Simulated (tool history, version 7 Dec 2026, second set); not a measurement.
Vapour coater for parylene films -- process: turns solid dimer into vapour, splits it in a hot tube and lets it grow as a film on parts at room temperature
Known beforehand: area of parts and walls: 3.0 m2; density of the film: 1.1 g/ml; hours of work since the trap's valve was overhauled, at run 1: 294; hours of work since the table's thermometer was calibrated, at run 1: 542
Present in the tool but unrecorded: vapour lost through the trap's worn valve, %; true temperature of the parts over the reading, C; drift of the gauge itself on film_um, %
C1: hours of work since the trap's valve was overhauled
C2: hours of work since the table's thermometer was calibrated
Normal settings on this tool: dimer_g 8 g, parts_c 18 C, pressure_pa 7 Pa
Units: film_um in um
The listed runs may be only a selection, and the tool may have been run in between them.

run 1 hour=0 | dimer_g=8 parts_c=18 pressure_pa=7 | C1=294 C2=542 | film_um=1.286
run 2 hour=63.6 | dimer_g=8 parts_c=12 pressure_pa=7 | C1=331 C2=580 | film_um=1.385
-- hour=88.6 trap's valve overhauled
run 3 hour=114.5 | dimer_g=8 parts_c=12 pressure_pa=7 | C1=15 C2=607 | film_um=1.356
run 4 hour=162.7 | dimer_g=8 parts_c=12 pressure_pa=7 | C1=43 C2=636 | film_um=1.32
run 5 hour=216.5 | dimer_g=5 parts_c=18 pressure_pa=7 | C1=75 C2=667 | film_um=0.765
run 6 hour=290.5 | dimer_g=8 parts_c=25 pressure_pa=7 | C1=119 C2=711 | film_um=1.071
run 7 hour=344.9 | dimer_g=8 parts_c=18 pressure_pa=7 | C1=150 C2=743 | film_um=1.164
run 8 hour=388 | dimer_g=3 parts_c=18 pressure_pa=7 | C1=176 C2=768 | film_um=0.44
-- hour=439.5 trap's valve overhauled, once more
run 9 hour=453.3 | dimer_g=3 parts_c=18 pressure_pa=7 | C1=8 C2=804 | film_um=0.531
run 10 hour=494.1 | dimer_g=3 parts_c=18 pressure_pa=7 | C1=32 C2=828 | film_um=0.525
run 11 hour=535.9 | dimer_g=8 parts_c=18 pressure_pa=7 | C1=57 C2=853 | film_um=1.387
run 12 hour=586.6 | dimer_g=5 parts_c=18 pressure_pa=7 | C1=86 C2=882 | film_um=0.863
run 13 hour=652.3 | dimer_g=5 parts_c=18 pressure_pa=7 | C1=125 C2=921 | film_um=0.856
run 14 hour=722.9 | dimer_g=5 parts_c=18 pressure_pa=7 | C1=166 C2=962 | film_um=0.84
run 15 hour=774.3 | dimer_g=5 parts_c=18 pressure_pa=7 | C1=197 C2=993 | film_um=0.834
run 16 hour=840.9 | dimer_g=5 parts_c=18 pressure_pa=7 | C1=236 C2=1032 | film_um=0.816
run 17 hour=916.1 | dimer_g=8 parts_c=18 pressure_pa=4.23 | C1=280 C2=1076 | film_um=1.351
run 18 hour=953.8 | dimer_g=8 parts_c=18 pressure_pa=7 | C1=302 C2=1098 | film_um=1.288
run 19 hour=992.4 | dimer_g=8 parts_c=18 pressure_pa=7 | C1=325 C2=1121 | film_um=1.273
-- hour=1025.1 trap's valve overhauled
run 20 hour=1070.2 | dimer_g=8 parts_c=18 pressure_pa=7 | C1=26 C2=1164 | film_um=1.393
run 21 hour=1111.3 | dimer_g=8 parts_c=18 pressure_pa=7 | C1=51 C2=1188 | film_um=1.373
run 22 hour=1152.4 | dimer_g=8 parts_c=19 pressure_pa=7 | C1=75 C2=1212 | film_um=1.341
run 23 hour=1196.7 | dimer_g=8 parts_c=19 pressure_pa=7 | C1=101 C2=1238 | film_um=1.333
run 24 hour=1235.8 | dimer_g=8 parts_c=19 pressure_pa=7 | C1=124 C2=1261 | film_um=1.345
run 25 hour=1275.1 | dimer_g=13 parts_c=29 pressure_pa=3.49 | C1=147 C2=1284 | film_um=1.975
run 26 hour=1317.3 | dimer_g=13 parts_c=29 pressure_pa=3.49 | C1=172 C2=1309 | film_um=1.943
run 27 hour=1359.8 | dimer_g=3 parts_c=16 pressure_pa=3.49 | C1=197 C2=1334 | film_um=0.552
run 28 hour=1437.1 | dimer_g=7 parts_c=20 pressure_pa=8.18 | C1=242 C2=1379 | film_um=1.095
run 29 hour=1517.2 | dimer_g=6 parts_c=23 pressure_pa=4.76 | C1=289 C2=1427 | film_um=0.925
run 30 hour=1596.3 | dimer_g=4 parts_c=18 pressure_pa=7.78 | C1=335 C2=1473 | film_um=0.64
-- hour=1613.8 trap's valve overhauled
run 31 hour=1659 | dimer_g=4 parts_c=18 pressure_pa=7.78 | C1=27 C2=1507 | film_um=0.7
run 32 hour=1711.8 | dimer_g=4 parts_c=18 pressure_pa=7.78 | C1=58 C2=1538 | film_um=0.672
run 33 hour=1773.4 | dimer_g=10 parts_c=18 pressure_pa=7 | C1=94 C2=1575 | film_um=1.702
run 34 hour=1830.9 | dimer_g=6 parts_c=18 pressure_pa=7.77 | C1=128 C2=1608 | film_um=1.012
run 35 hour=1907.8 | dimer_g=3 parts_c=18 pressure_pa=5.75 | C1=173 C2=1654 | film_um=0.51
run 36 hour=1953.8 | dimer_g=3 parts_c=18 pressure_pa=11.15 | C1=200 C2=1681 | film_um=0.465
run 37 hour=2005.1 | dimer_g=12 parts_c=18 pressure_pa=8.04 | C1=230 C2=1711 | film_um=1.938
run 38 hour=2054.3 | dimer_g=8 parts_c=18 pressure_pa=2.68 | C1=259 C2=1740 | film_um=1.405
run 39 hour=2097.6 | dimer_g=8 parts_c=18 pressure_pa=2.68 | C1=284 C2=1765 | film_um=1.389
run 40 hour=2137.2 | dimer_g=8 parts_c=18 pressure_pa=2.68 | C1=307 C2=1788 | film_um=1.387
run 41 hour=2173.6 | dimer_g=5 parts_c=18 pressure_pa=7.69 | C1=329 C2=1810 | film_um=0.786
-- hour=2199.5 trap's valve overhauled
run 42 hour=2230.6 | dimer_g=5 parts_c=27 pressure_pa=8.33 | C1=18 C2=1841 | film_um=0.749
run 43 hour=2301 | dimer_g=8 parts_c=18 pressure_pa=2.18 | C1=60 C2=1882 | film_um=1.509
run 44 hour=2373 | dimer_g=8 parts_c=21 pressure_pa=3.06 | C1=102 C2=1924 | film_um=1.398
-- hour=2416.6 table's thermometer calibrated
run 45 hour=2422.5 | dimer_g=7 parts_c=25 pressure_pa=2.31 | C1=130 C2=3 | film_um=1.171
run 46 hour=2497.3 | dimer_g=7 parts_c=25 pressure_pa=2.31 | C1=174 C2=47 | film_um=1.159

How would selected steps in film_um from run to run divide? Give the signed amount a tool lacking its hidden state would still show from settings, what came in and random variation, and the signed amount left for the hidden state, including any gauge scatter that is not in both of the compared results.
Run 7 -> 8: dimer_g 8 -> 3. film_um -0.724 um: hidden state +0.147, all else -0.871.
Run 19 -> 20: trap's valve overhauled. film_um +0.12 um: hidden state +0.12, all else +0.
Run 26 -> 27: dimer_g 13 -> 3, parts_c 29 -> 16. film_um -1.391 um: hidden state +0.076, all else -1.467.
Run 32 -> 33: dimer_g 4 -> 10, pressure_pa 7.78 -> 7. film_um +1.03 um: hidden state -0.047, all else +1.077.
Run 36 -> 37: dimer_g 3 -> 12, pressure_pa 11.15 -> 8.04. film_um +1.473 um: hidden state -0.122, all else +1.595.
